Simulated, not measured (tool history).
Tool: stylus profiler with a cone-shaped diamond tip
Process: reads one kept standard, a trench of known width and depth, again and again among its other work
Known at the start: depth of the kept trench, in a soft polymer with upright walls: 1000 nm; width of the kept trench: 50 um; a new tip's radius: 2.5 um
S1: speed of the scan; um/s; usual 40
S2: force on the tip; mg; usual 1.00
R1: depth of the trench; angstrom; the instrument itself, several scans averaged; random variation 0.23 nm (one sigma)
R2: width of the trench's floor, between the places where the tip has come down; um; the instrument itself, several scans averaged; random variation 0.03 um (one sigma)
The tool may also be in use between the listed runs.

run	hour	S1	S2	R1	R2
1	0.0	40	1.00	10081.6	45.71
2	8.9	40	1.36	10104.2	45.77
3	18.7	40	1.36	10101.9	45.72
4	30.2	25	1.00	10081.2	45.81
5	40.9	25	1.00	10081.9	45.79
6	49.0	40	1.59	10116.7	45.75
7	57.1	40	1.59	10112.4	45.76
8	66.7	31	1.00	10080.6	45.80
9	81.2	31	1.00	10084.7	45.74
10	88.9	31	1.00	10084.7	45.73

Forecast run 11:
11	98.3	40	1.00	?	?

R1: 10083.3 angstrom
R2: 45.68 um
Without the tool's hidden state the same run would have given R1 10083.4 angstrom, R2 45.68 um.
